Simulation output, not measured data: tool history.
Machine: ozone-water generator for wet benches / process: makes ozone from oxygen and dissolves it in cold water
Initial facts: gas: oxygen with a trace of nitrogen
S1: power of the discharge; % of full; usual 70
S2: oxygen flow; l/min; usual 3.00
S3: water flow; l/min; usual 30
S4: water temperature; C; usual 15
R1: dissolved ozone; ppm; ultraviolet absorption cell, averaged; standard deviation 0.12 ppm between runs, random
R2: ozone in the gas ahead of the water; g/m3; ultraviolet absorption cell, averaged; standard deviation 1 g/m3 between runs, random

| run | hour | S1 | S2 | S3 | S4 | R1 | R2 |
|---|---|---|---|---|---|---|---|
| 1 | 0.0 | 70 | 3.00 | 30 | 15 | 11.2 | 180.9 |
| 2 | 83.0 | 70 | 3.00 | 30 | 15 | 11.2 | 179.7 |
| 3 | 185.6 | 70 | 3.00 | 30 | 15 | 11.1 | 181.1 |
| 4 | 272.0 | 70 | 3.00 | 30 | 15 | 11.2 | 180.5 |
| 5 | 365.3 | 70 | 3.00 | 20 | 15 | 16.5 | 179.5 |
| 6 | 433.8 | 70 | 3.00 | 20 | 15 | 16.4 | 179.7 |
| 7 | 562.3 | 70 | 3.00 | 20 | 15 | 16.7 | 179.4 |
| 8 | 670.1 | 70 | 4.01 | 30 | 15 | 12.2 | 156.3 |
| 9 | 739.8 | 70 | 4.01 | 30 | 15 | 12.0 | 154.5 |
| 10 | 831.5 | 70 | 4.01 | 30 | 15 | 12.3 | 155.1 |
| 11 | 892.7 | 82 | 3.00 | 30 | 15 | 12.2 | 198.5 |
| 12 | 976.4 | 70 | 3.00 | 30 | 15 | 11.2 | 180.7 |
| 13 | 1044.5 | 70 | 3.00 | 30 | 15 | 11.2 | 179.5 |
| 14 | 1134.1 | 70 | 3.00 | 30 | 15 | 11.3 | 180.2 |
| 15 | 1266.2 | 70 | 3.00 | 30 | 15 | 11.3 | 179.5 |
| 16 | 1337.6 | 70 | 3.00 | 30 | 15 | 11.4 | 180.0 |
| 17 | 1428.4 | 70 | 3.00 | 42 | 8 | 8.1 | 181.3 |
| 18 | 1541.7 | 70 | 3.00 | 42 | 8 | 8.2 | 180.2 |
| 19 | 1645.0 | 50 | 3.21 | 42 | 16 | 6.5 | 142.5 |
| 20 | 1718.2 | 70 | 3.00 | 42 | 19 | 7.6 | 180.0 |
|  | 1736.4 | water thermometer calibrated |
| 21 | 1779.6 | 46 | 2.72 | 24 | 18 | 10.2 | 148.1 |
| 22 | 1878.7 | 97 | 3.00 | 28 | 18 | 14.1 | 217.6 |
| 23 | 1999.6 | 41 | 3.45 | 42 | 13 | 6.1 | 123.4 |
| 24 | 2118.2 | 68 | 1.81 | 28 | 15 | 10.1 | 231.4 |
| 25 | 2199.6 | 80 | 1.81 | 28 | 16 | 11.0 | 251.2 |
|  | 2245.6 | contactor cleaned |
| 26 | 2267.3 | 80 | 1.81 | 28 | 16 | 11.2 | 250.9 |
| 27 | 2355.0 | 72 | 3.00 | 30 | 12 | 11.5 | 184.7 |

Forecast each of these 5 alternatives for the next run:
| A | 2486.1 | 45 | 3.00 | 30 | 11 | ? | ? |
| B | 2486.1 | 93 | 2.00 | 30 | 15 | ? | ? |
| C | 2486.1 | 73 | 1.92 | 26 | 12 | ? | ? |
| D | 2486.1 | 72 | 3.00 | 28 | 10 | ? | ? |
| E | 2486.1 | 53 | 4.16 | 30 | 9 | ? | ? |

| run | R1 | R2 |
|---|---|---|
| A | 8.9 | 140.7 |
| B | 11.7 | 263.6 |
| C | 11.9 | 229.6 |
| D | 12.9 | 182.3 |
| E | 11.2 | 130.5 |
What these runs would have given with no unlogged condition in the tool:
| run | R1 | R2 |
|---|---|---|
| A | 8.9 | 140.8 |
| B | 11.7 | 263.8 |
| C | 11.9 | 229.8 |
| D | 12.9 | 182.5 |
| E | 11.2 | 130.6 |

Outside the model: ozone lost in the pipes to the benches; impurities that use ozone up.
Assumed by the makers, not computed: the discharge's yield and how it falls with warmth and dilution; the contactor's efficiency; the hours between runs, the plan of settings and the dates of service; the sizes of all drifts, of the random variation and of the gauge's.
